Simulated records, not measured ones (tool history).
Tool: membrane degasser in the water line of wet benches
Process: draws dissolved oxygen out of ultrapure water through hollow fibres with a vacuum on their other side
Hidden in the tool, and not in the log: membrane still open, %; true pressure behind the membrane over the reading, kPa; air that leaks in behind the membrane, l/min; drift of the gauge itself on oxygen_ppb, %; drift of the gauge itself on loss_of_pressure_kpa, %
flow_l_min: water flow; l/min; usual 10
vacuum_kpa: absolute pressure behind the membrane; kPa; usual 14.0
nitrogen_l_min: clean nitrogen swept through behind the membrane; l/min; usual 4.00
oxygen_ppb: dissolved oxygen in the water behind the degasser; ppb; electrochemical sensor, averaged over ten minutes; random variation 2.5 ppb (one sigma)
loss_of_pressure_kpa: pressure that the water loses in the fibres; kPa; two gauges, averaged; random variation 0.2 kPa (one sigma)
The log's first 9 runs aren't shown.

run,hour,flow_l_min,vacuum_kpa,nitrogen_l_min,hours since the membrane was changed,hours since the vacuum gauge was calibrated,hours since the vacuum lines were made tight,oxygen_ppb,loss_of_pressure_kpa
10,1417.6,15,14.0,3.72,8608,5992,4883,740.2,77.48
11,1541.4,10,14.0,4.00,8732,6115,5006,354.8,51.88
12,1715.4,10,14.0,4.00,8906,6289,5180,362.1,51.87
13,1867.4,10,14.0,4.00,9058,6441,5332,356.2,51.98
# hour 2026.2: vacuum gauge calibrated
14,2070.6,10,14.0,4.00,9261,44,5535,367.3,51.91
15,2230.5,6,14.0,4.00,9421,204,5695,120.0,31.12
16,2371.9,6,14.0,4.00,9562,346,5836,122.7,31.56
17,2546.6,10,33.5,3.93,9737,520,6011,501.8,52.17
# hour 2697.8: vacuum gauge calibrated, once more
18,2705.6,10,13.9,1.62,9895,8,6170,462.4,52.29
19,2825.2,9,14.0,7.16,10015,127,6289,276.8,47.26
20,2971.4,10,14.0,4.55,10161,274,6435,368.0,52.91
21,3059.9,10,8.4,3.47,10250,362,6524,351.7,52.74
22,3275.5,9,32.6,4.93,10465,578,6740,383.7,47.88
23,3395.0,9,32.6,4.93,10585,697,6859,386.7,47.69
24,3552.2,9,32.6,4.93,10742,854,7016,388.7,47.60
# hour 3611.6: membrane cartridge changed
# hour 3625.3: seals of the vacuum lines changed
25,3736.8,13,32.6,3.28,123,1033,112,601.5,59.38
26,3869.0,8,12.7,2.10,255,1165,244,187.6,36.99
27,4086.2,7,17.4,4.00,473,1382,461,132.7,32.16

Forecast run 28:
28,4230.0,7,17.4,4.00,616,1526,605,?,?

oxygen_ppb: 132.8 ppb
loss_of_pressure_kpa: 32.41 kPa
Without the tool's hidden state the same run would have given oxygen_ppb 128.7 ppb, loss_of_pressure_kpa 32.16 kPa.
